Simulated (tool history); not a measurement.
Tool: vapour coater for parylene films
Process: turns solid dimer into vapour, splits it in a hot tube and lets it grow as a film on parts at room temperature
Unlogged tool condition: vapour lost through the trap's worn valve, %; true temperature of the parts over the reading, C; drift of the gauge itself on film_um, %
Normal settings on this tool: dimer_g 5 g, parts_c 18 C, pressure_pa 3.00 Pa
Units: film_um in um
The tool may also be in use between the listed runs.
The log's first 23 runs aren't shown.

run,hour,dimer_g,parts_c,pressure_pa,hours of work since the trap's valve was overhauled,hours of work since the table's thermometer was calibrated,film_um
24,413.6,5,19,3.00,454,345,1.013
25,428.1,5,19,3.00,463,355,1.018
26,451.5,5,19,3.00,479,370,1.012
27,476.1,4,25,5.74,495,386,0.621
28,493.3,4,13,5.31,506,398,0.843
29,512.7,4,13,5.31,519,410,0.846
30,536.7,5,15,8.42,535,426,0.891
31,555.7,8,15,4.86,547,439,1.612
# hour 561.8: trap's valve overhauled
32,579.3,5,20,12.00,12,452,0.730
33,601.8,5,20,12.00,26,466,0.718
34,620.3,3,26,3.00,39,479,0.509
35,634.3,3,26,3.00,48,488,0.489
36,648.7,5,18,3.70,57,497,0.969
37,661.6,5,18,3.70,66,506,0.965
38,679.8,5,18,3.70,78,518,0.962
39,691.6,5,18,2.16,85,526,1.083
40,702.1,2,18,3.19,92,533,0.400
# hour 712.9: trap's valve overhauled, once more
41,721.0,5,22,10.97,5,542,0.742
42,739.3,5,22,10.97,17,554,0.757
43,750.6,5,18,5.74,25,562,0.946
44,773.7,5,18,4.23,40,577,1.014
45,790.5,4,18,5.77,51,588,0.759
46,801.3,4,28,11.94,58,595,0.504

Alternative continuations, all from the tool just after run 46; predict every row:
A,814.1,8,11,7.76,67,604,?
B,814.1,8,28,11.94,67,604,?
C,814.1,6,25,4.11,67,604,?

run,film_um
A,1.687
B,1.007
C,1.012
Without the tool's hidden state the same runs would have given:
run,film_um
A,1.710
B,1.021
C,1.026
